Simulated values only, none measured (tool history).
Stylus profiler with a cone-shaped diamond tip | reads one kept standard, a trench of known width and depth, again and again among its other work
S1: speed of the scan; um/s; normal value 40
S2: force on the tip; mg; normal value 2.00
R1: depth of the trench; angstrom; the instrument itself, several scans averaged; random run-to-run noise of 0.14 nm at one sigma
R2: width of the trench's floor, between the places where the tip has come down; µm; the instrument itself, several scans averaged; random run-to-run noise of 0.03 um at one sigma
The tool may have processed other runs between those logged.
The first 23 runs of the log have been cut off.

{"run": 24, "hour": 377.5, "S1": 48, "S2": 2.32, "R1": 5018.3, "R2": 15.71}
{"run": 25, "hour": 394.4, "S1": 20, "S2": 5.19, "R1": 5043.8, "R2": 15.86}
{"run": 26, "hour": 415.9, "S1": 40, "S2": 5.58, "R1": 5046.7, "R2": 15.76}
{"run": 27, "hour": 427.1, "S1": 43, "S2": 4.71, "R1": 5037.8, "R2": 15.73}
{"run": 28, "hour": 445.4, "S1": 64, "S2": 1.16, "R1": 5003.4, "R2": 15.48}
{"run": 29, "hour": 456.6, "S1": 45, "S2": 2.15, "R1": 5017.2, "R2": 15.7}
{"run": 30, "hour": 469.1, "S1": 20, "S2": 4.54, "R1": 5034.9, "R2": 15.77}
{"run": 31, "hour": 487.2, "S1": 20, "S2": 4.54, "R1": 5036.6, "R2": 15.76}
{"run": 32, "hour": 501.6, "S1": 20, "S2": 4.54, "R1": 5037.4, "R2": 15.73}
{"run": 33, "hour": 512.0, "S1": 37, "S2": 3.65, "R1": 5028.8, "R2": 15.64}
{"run": 34, "hour": 530.8, "S1": 37, "S2": 3.65, "R1": 5029.3, "R2": 15.7}
{"run": 35, "hour": 546.1, "S1": 37, "S2": 3.65, "R1": 5029.8, "R2": 15.6}
{"run": 36, "hour": 556.1, "S1": 42, "S2": 4.26, "R1": 5035.5, "R2": 15.6}
{"run": 37, "hour": 571.5, "S1": 15, "S2": 3.76, "R1": 5030.5, "R2": 15.75}
{"run": 38, "hour": 595.6, "S1": 34, "S2": 2.0, "R1": 5011.7, "R2": 15.58}
{"run": 39, "hour": 619.7, "S1": 34, "S2": 1.23, "R1": 5003.8, "R2": 15.5}
{"run": 40, "hour": 637.0, "S1": 29, "S2": 1.47, "R1": 5007.3, "R2": 15.55}
{"run": 41, "hour": 652.7, "S1": 29, "S2": 1.47, "R1": 5007.1, "R2": 15.6}
{"run": 42, "hour": 672.2, "S1": 23, "S2": 1.43, "R1": 5004.3, "R2": 15.55}
{"run": 43, "hour": 690.3, "S1": 26, "S2": 4.04, "R1": 5029.4, "R2": 15.65}
{"run": 44, "hour": 700.7, "S1": 14, "S2": 0.69, "R1": 4996.7, "R2": 15.52}
{"run": 45, "hour": 711.4, "S1": 14, "S2": 0.69, "R1": 4998.4, "R2": 15.55}
{"run": 46, "hour": 736.1, "S1": 119, "S2": 2.16, "R1": 5012.6, "R2": 15.15}

Below are 5 alternative next runs, each starting from the tool's condition after run 46. Predict each:
{"run": "A", "hour": 760.4, "S1": 13, "S2": 2.23, "R1": "?", "R2": "?"}
{"run": "B", "hour": 760.4, "S1": 10, "S2": 0.79, "R1": "?", "R2": "?"}
{"run": "C", "hour": 760.4, "S1": 37, "S2": 5.53, "R1": "?", "R2": "?"}
{"run": "D", "hour": 760.4, "S1": 53, "S2": 2.87, "R1": "?", "R2": "?"}
{"run": "E", "hour": 760.4, "S1": 18, "S2": 4.45, "R1": "?", "R2": "?"}

run=A R1=5014.9 R2=15.54
run=B R1=4996.3 R2=15.53
run=C R1=5045.9 R2=15.54
run=D R1=5019.4 R2=15.44
run=E R1=5032.6 R2=15.61
Without the tool's hidden state the same runs would have given:
run=A R1=5036.4 R2=17.27
run=B R1=5017.7 R2=17.26
run=C R1=5067.5 R2=17.28
run=D R1=5040.9 R2=17.18
run=E R1=5054.1 R2=17.35
